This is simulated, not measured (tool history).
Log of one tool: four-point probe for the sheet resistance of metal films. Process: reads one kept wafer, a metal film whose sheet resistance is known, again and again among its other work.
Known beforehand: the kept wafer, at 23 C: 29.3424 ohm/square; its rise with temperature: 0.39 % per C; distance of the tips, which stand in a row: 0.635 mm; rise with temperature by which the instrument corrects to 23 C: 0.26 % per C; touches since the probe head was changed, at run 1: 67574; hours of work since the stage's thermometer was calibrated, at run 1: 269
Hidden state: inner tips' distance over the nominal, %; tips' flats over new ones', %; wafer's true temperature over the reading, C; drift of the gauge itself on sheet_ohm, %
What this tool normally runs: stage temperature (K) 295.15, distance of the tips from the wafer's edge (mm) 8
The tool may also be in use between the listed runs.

run,hour,stage temperature (K),distance of the tips from the wafer's edge (mm),touches since the probe head was changed,hours of work since the stage's thermometer was calibrated,sheet resistance as the instrument gives it (ohm/square)
1,0.0,295.15,8,67574,269,29.403499
2,10.5,295.15,9,68144,277,29.371846
3,25.5,295.15,9,68951,289,29.380513
4,43.9,299.15,8,69945,303,29.547204
5,58.6,299.15,8,70745,315,29.552649
6,67.2,295.15,58,71206,322,29.304735
7,75.1,295.15,58,71633,328,29.303679
8,91.9,295.15,8,72543,342,29.397892
9,100.4,295.15,8,73002,348,29.401649
10,115.0,295.15,4,73792,360,29.685485
11,126.7,295.15,4,74425,369,29.688498
12,141.5,295.15,11,75224,381,29.352425
13,159.9,295.15,11,76220,396,29.361217
14,168.2,295.15,11,76668,402,29.346767
15,176.3,295.15,17,77106,409,29.312522
16,190.8,306.15,10,77891,420,29.761806
17,205.9,295.15,10,78707,432,29.367973
18,216.4,295.15,10,79275,441,29.364291
19,229.9,295.15,10,80006,451,29.360199
20,240.9,299.15,11,80602,460,29.495266
21,249.8,295.15,20,81083,467,29.292238
22,258.1,293.15,8,81532,474,29.313433
23,271.3,293.15,8,82244,484,29.320007
24,281.7,293.15,8,82806,492,29.314259

Forecast each of these 3 alternatives for the next run:
A,293.8,291.15,11,83463,502,?
B,293.8,291.15,68,83463,502,?
C,293.8,297.15,33,83463,502,?

run,sheet resistance as the instrument gives it (ohm/square)
A,29.198358
B,29.147008
C,29.378389
Stripped of hidden state, with their random variation kept, the same runs would have yielded:
run,sheet resistance as the instrument gives it (ohm/square)
A,29.205556
B,29.154195
C,29.385639
